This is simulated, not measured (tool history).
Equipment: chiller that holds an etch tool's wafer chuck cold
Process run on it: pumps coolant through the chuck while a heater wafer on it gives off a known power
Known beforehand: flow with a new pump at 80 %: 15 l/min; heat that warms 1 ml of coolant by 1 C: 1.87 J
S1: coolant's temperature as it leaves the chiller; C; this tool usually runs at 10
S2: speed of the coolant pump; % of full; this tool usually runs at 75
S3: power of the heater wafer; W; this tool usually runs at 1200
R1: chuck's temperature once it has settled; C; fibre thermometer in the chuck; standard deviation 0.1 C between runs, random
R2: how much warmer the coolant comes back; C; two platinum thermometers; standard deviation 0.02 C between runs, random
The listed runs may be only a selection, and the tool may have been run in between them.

| run | day | S1 | S2 | S3 | R1 | R2 |
|---|---|---|---|---|---|---|
| 1 | 0.000 | 10 | 75 | 1200 | 25.5 | 2.72 |
| 2 | 1.183 | 10 | 75 | 721 | 19.1 | 1.64 |
| 3 | 2.750 | 10 | 75 | 1200 | 25.4 | 2.73 |
| 4 | 4.200 | 10 | 75 | 1200 | 25.3 | 2.77 |
| 5 | 5.762 | 10 | 61 | 1200 | 28.5 | 3.43 |
| 6 | 7.117 | 10 | 61 | 1200 | 28.5 | 3.47 |
| 7 | 8.629 | 10 | 61 | 1200 | 28.4 | 3.46 |
| 8 | 10.108 | 10 | 75 | 1272 | 26.4 | 2.93 |
| 9 | 11.654 | 10 | 75 | 1272 | 26.5 | 2.90 |
| 10 | 12.442 | 3 | 75 | 1200 | 18.3 | 2.76 |
| 11 | 13.421 | 3 | 75 | 1200 | 18.4 | 2.78 |
| 12 | 15.188 | 10 | 75 | 1200 | 25.3 | 2.73 |
| 13 | 16.117 | 10 | 75 | 1200 | 25.4 | 2.78 |
| 14 | 17.112 | 10 | 95 | 1200 | 22.4 | 2.15 |
| 15 | 18.479 | 2 | 61 | 1200 | 20.4 | 3.45 |
| 16 | 19.775 | 2 | 61 | 1200 | 20.5 | 3.46 |
| 17 | 21.462 | 2 | 61 | 1200 | 20.6 | 3.46 |
| 18 | 23.242 | 10 | 79 | 699 | 18.4 | 1.51 |
| 19 | 24.733 | 3 | 76 | 601 | 10.4 | 1.37 |
| 20 | 26.479 | 19 | 60 | 810 | 31.5 | 2.35 |
| 21 | 27.712 | 16 | 88 | 1039 | 27.4 | 2.00 |
| 22 | 29.483 | 16 | 88 | 1039 | 27.4 | 2.01 |
| 23 | 30.362 | 16 | 88 | 1039 | 27.5 | 1.99 |
| 24 | 31.692 | 17 | 72 | 632 | 25.5 | 1.51 |
| 25 | 33.092 | 10 | 90 | 701 | 17.7 | 1.32 |
| 26 | 34.117 | 10 | 90 | 701 | 17.5 | 1.33 |
| 27 | 35.317 | 1 | 80 | 1200 | 15.7 | 2.56 |

Predict each of these 5 candidate next runs independently; none follows another, all start after run 27:
| A | 37.117 | 8 | 87 | 749 | ? | ? |
| B | 37.117 | 3 | 65 | 1200 | ? | ? |
| C | 37.117 | 10 | 69 | 1200 | ? | ? |
| D | 37.117 | 1 | 96 | 1639 | ? | ? |
| E | 37.117 | 4 | 75 | 1458 | ? | ? |

| run | R1 | R2 |
|---|---|---|
| A | 16.3 | 1.49 |
| B | 20.5 | 3.21 |
| C | 26.4 | 3.00 |
| D | 17.6 | 2.86 |
| E | 22.7 | 3.37 |
Without the tool's hidden state the same runs would have given:
| run | R1 | R2 |
|---|---|---|
| A | 16.3 | 1.49 |
| B | 20.5 | 3.21 |
| C | 26.4 | 3.00 |
| D | 17.6 | 2.86 |
| E | 22.6 | 3.37 |

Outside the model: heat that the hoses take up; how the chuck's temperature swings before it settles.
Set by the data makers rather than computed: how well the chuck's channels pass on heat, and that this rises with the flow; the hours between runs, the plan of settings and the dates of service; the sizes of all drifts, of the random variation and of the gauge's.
